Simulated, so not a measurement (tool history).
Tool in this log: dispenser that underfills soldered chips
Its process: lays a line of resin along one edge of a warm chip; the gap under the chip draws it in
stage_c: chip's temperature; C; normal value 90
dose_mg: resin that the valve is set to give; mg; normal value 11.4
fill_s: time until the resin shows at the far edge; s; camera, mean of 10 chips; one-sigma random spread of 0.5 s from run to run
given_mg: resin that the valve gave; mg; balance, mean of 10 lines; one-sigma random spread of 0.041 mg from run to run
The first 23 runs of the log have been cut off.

run	hour	stage_c	dose_mg	fill_s	given_mg
# hour 155.3: new syringe of resin
24	163.5	82	10.9	80.8	10.60
# hour 166.5: new syringe of resin
25	172.9	82	10.9	72.8	10.60
# hour 177.6: new syringe of resin
26	179.0	82	10.9	57.1	10.66
27	184.5	91	13.5	55.0	13.20
# hour 188.4: dispensing valve cleaned and set on the balance
# hour 190.1: new syringe of resin
28	191.1	100	13.5	30.3	13.44
29	199.3	88	13.5	67.3	13.46
# hour 201.1: new syringe of resin
30	205.5	92	14.6	45.3	14.60
# hour 212.3: new syringe of resin
31	213.9	92	14.6	40.1	14.49
32	218.1	92	14.6	50.3	14.46
# hour 223.9: new syringe of resin
33	224.5	92	14.4	38.6	14.24
34	228.5	90	13.3	50.4	13.11

Branching from run 34: 4 alternative next runs. What would each branch give?
A	234.3	91	13.8	?	?
B	234.3	90	10.9	?	?
C	234.3	78	12.6	?	?
D	234.3	93	11.5	?	?

run	fill_s	given_mg
A	65.8	13.55
B	69.3	10.73
C	102.1	12.43
D	64.0	11.24
Take away the tool's hidden state, keep each run's random variation, and the runs would have read:
run	fill_s	given_mg
A	38.1	13.73
B	40.0	10.87
C	59.0	12.60
D	36.9	11.39
